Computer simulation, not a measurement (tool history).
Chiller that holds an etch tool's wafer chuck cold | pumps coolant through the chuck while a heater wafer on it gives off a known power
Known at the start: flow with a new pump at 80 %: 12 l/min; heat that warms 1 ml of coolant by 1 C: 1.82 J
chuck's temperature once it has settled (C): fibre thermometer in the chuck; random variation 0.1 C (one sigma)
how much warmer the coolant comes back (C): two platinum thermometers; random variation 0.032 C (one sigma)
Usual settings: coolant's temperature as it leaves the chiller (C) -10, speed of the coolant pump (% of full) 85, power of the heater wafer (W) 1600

run	hour	coolant's temperature as it leaves the chiller (C)	speed of the coolant pump (% of full)	power of the heater wafer (W)	chuck's temperature once it has settled (C)	how much warmer the coolant comes back (C)
1	0.0	-10	85	1600	8.3	4.16
2	46.9	-10	85	1600	8.4	4.12
3	110.8	-10	85	1600	8.5	4.10
4	188.4	-10	85	1600	8.3	4.19
5	238.8	-1	85	1600	17.7	4.19
6	317.3	-1	85	1600	17.5	4.11
7	365.0	-1	85	1600	17.5	4.17
8	429.5	-1	85	1600	17.4	4.21
9	480.5	-1	85	1600	17.2	4.22
10	543.3	-1	85	1600	17.4	4.26
11	606.4	-10	85	1727	10.0	4.63
12	660.1	-10	85	1727	9.7	4.55
13	725.2	-10	85	1727	10.1	4.55
14	785.4	-10	85	1727	9.8	4.58
15	827.4	-5	85	1600	13.6	4.26
16	897.2	-5	85	1600	13.4	4.28
17	992.1	-11	90	984	-0.1	2.56
18	1032.3	-11	90	984	-0.2	2.57
19	1125.7	0	65	1108	15.5	3.96
20	1197.1	-3	82	1138	10.4	3.30
21	1245.6	-18	85	934	-7.4	2.61
22	1314.6	-18	85	934	-7.2	2.63
23	1369.0	-10	88	1600	8.1	4.30
24	1458.8	-6	85	1600	12.2	4.37
25	1506.4	-10	70	877	1.9	3.06
26	1572.4	-10	75	1600	10.4	4.70
27	1660.8	-10	75	1600	10.3	4.66
28	1700.4	-18	81	1024	-5.7	2.76
29	1759.5	-13	83	1600	5.9	4.30
30	1851.8	-8	66	1726	16.0	5.76
31	1922.4	-8	90	2006	14.3	4.98

Not shown: 1 entry that the log had between the listed runs. Between which runs, and how does the tool's hidden state differ before and after?
Between runs 25 and 26: gauge calibrated (hour 1528.6)
  drift of the gauge itself on warmer_back_c, C: 0.27 -> 0.01
  measured less the result without the state, how much warmer the coolant comes back (C): +0.27 -> +0.01
